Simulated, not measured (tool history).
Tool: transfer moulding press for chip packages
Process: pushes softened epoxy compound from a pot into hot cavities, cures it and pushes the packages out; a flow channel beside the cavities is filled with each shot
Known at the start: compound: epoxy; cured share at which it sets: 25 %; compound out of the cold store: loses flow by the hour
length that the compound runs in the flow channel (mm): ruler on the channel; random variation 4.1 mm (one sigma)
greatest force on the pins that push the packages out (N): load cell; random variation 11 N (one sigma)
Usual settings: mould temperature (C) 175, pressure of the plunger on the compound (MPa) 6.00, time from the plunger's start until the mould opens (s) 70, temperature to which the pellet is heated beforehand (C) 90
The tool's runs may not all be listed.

run	hour	mould temperature (C)	pressure of the plunger on the compound (MPa)	time from the plunger's start until the mould opens (s)	temperature to which the pellet is heated beforehand (C)	incoming compound's hours out of the cold store	length that the compound runs in the flow channel (mm)	greatest force on the pins that push the packages out (N)
1	0.0	175	6.00	70	90	42.8	862	853
2	24.1	175	6.00	70	90	8.3	982	936
# hour 30.4: cavities cleaned with cleaning compound and waxed
3	41.6	175	6.00	70	90	22.8	921	723
4	67.6	175	5.09	70	90	18.4	860	900
# hour 89.5: cavities cleaned with cleaning compound and waxed
5	106.4	175	5.09	70	90	10.7	875	774
# hour 118.2: plunger's sealing rings changed
6	145.6	175	5.09	70	90	36.9	834	969
# hour 149.8: cavities cleaned with cleaning compound and waxed
7	171.7	175	6.36	70	90	11.1	1022	840
8	189.5	175	6.36	70	90	17.6	992	906
# hour 208.6: cavities cleaned with cleaning compound and waxed
9	208.6	175	6.36	70	90	45.5	891	506
10	234.1	175	6.36	52	96	46.1	880	1347
11	264.0	175	6.36	52	96	43.8	875	1510
# hour 268.0: cavities cleaned with cleaning compound and waxed
12	295.8	171	5.90	107	92	47.5	832	794
# hour 325.5: cavities cleaned with cleaning compound and waxed
13	330.9	181	4.68	50	92	18.7	805	802
# hour 349.9: plunger's sealing rings changed
14	365.4	176	6.09	59	92	32.9	925	1093
# hour 387.0: cavities cleaned with cleaning compound and waxed
15	400.6	176	6.00	94	90	38.0	892	645

4 ways to go on from here, each from the tool as it stands after run 15. What would each give?
A	428.7	170	6.00	70	91	40.9	?	?
B	428.7	175	6.00	70	93	38.2	?	?
C	428.7	182	6.00	88	81	19.1	?	?
D	428.7	175	6.04	70	90	26.2	?	?

run	length that the compound runs in the flow channel (mm)	greatest force on the pins that push the packages out (N)
A	891	1046
B	889	951
C	938	817
D	928	937
Without the tool's hidden state the same runs would have given:
run	length that the compound runs in the flow channel (mm)	greatest force on the pins that push the packages out (N)
A	911	573
B	909	519
C	959	439
D	949	511
